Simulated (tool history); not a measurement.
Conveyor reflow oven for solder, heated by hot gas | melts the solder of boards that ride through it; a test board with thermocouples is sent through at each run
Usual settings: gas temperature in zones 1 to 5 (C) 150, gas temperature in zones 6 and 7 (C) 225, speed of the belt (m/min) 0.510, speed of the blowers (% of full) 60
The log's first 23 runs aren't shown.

| run | hour | gas temperature in zones 1 to 5 (C) | gas temperature in zones 6 and 7 (C) | speed of the belt (m/min) | speed of the blowers (% of full) | highest temperature of the board (C) | time above the solder's melting point (s) |
|---|---|---|---|---|---|---|---|
|  | 1336.5 | flux residue cleaned out of gas plates and filters |
| 24 | 1361.5 | 160 | 221 | 0.577 | 71 | 207.6 | 64.1 |
| 25 | 1407.2 | 160 | 221 | 0.577 | 71 | 207.4 | 63.6 |
| 26 | 1461.4 | 150 | 225 | 0.552 | 60 | 207.5 | 60.5 |
| 27 | 1533.0 | 161 | 225 | 0.497 | 60 | 212.5 | 81.2 |
| 28 | 1574.1 | 161 | 217 | 0.550 | 60 | 203.4 | 61.9 |
| 29 | 1631.2 | 137 | 220 | 0.460 | 80 | 208.7 | 70.9 |
| 30 | 1689.0 | 137 | 220 | 0.460 | 80 | 208.7 | 70.8 |
| 31 | 1731.5 | 158 | 237 | 0.414 | 60 | 226.1 | 110.0 |

Forecast each of these 3 alternatives for the next run:
| A | 1771.2 | 158 | 237 | 0.414 | 88 | ? | ? |
| B | 1771.2 | 158 | 237 | 0.414 | 85 | ? | ? |
| C | 1771.2 | 162 | 222 | 0.414 | 51 | ? | ? |

| run | highest temperature of the board (C) | time above the solder's melting point (s) |
|---|---|---|
| A | 229.5 | 111.8 |
| B | 228.8 | 111.8 |
| C | 212.0 | 99.5 |
Without the tool's hidden state the same runs would have given:
| run | highest temperature of the board (C) | time above the solder's melting point (s) |
|---|---|---|
| A | 230.7 | 111.2 |
| B | 230.0 | 111.2 |
| C | 212.9 | 99.6 |
